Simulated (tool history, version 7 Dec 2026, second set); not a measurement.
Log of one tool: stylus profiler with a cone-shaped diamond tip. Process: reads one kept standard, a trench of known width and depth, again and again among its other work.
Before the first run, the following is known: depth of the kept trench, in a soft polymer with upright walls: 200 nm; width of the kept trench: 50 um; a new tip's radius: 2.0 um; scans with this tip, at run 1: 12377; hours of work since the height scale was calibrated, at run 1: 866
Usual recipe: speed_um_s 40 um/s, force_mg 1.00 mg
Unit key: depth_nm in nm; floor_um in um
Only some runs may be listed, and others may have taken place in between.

run   hour  speed_um_s  force_mg  scans with this tip  hours of work since the height scale was calibrated  depth_nm  floor_um
  1    0.0          40      1.00                12377                                                  866    200.41     47.74
  2   34.2          40      1.00                12713                                                  890    200.15     47.72
  3   62.5          40      1.00                12991                                                  909    200.17     47.70
  4   95.5          17      1.00                13316                                                  932    200.13     47.84
  5  119.7          40      1.00                13553                                                  949    200.03     47.69
  6  148.8          40      1.00                13839                                                  969    200.07     47.72
  7  197.3         150      1.00                14316                                                 1002    200.10     47.16
     207.4  -- height scale calibrated on a step standard
  8  229.0         150      1.00                14623                                                   15    200.89     47.15
  9  260.1         150      1.00                14928                                                   36    201.02     47.16
 10  296.5         150      1.00                15286                                                   61    200.79     47.17
 11  327.1         150      1.00                15586                                                   82    200.93     47.16
 12  360.0         150      1.00                15909                                                  105    200.83     47.14
 13  402.2         150      1.00                16324                                                  134    200.73     47.14
 14  427.7         150      1.00                16575                                                  152    200.83     47.16
 15  472.1         150      0.34                17011                                                  182    200.52     46.63
 16  510.4         150      1.69                17387                                                  208    201.30     47.31
 17  536.6         150      1.69                17644                                                  226    201.15     47.27
 18  580.9         150      1.69                18080                                                  257    201.10     47.23
 19  613.2          17      2.21                18397                                                  279    201.25     47.72

3 options for the next run, each taken on its own from the tool as it stands now. Forecast them:
  A  650.7          71      0.44                18766                                                  305         ?         ?
  B  650.7          24      2.21                18766                                                  305         ?         ?
  C  650.7          40      0.99                18766                                                  305         ?         ?

run  depth_nm  floor_um
  A    200.35     47.23
  B    201.25     47.69
  C    200.64     47.58
Take away the tool's hidden state, keep each run's random variation, and the runs would have read:
run  depth_nm  floor_um
  A    200.64     47.72
  B    201.54     48.18
  C    200.93     48.07

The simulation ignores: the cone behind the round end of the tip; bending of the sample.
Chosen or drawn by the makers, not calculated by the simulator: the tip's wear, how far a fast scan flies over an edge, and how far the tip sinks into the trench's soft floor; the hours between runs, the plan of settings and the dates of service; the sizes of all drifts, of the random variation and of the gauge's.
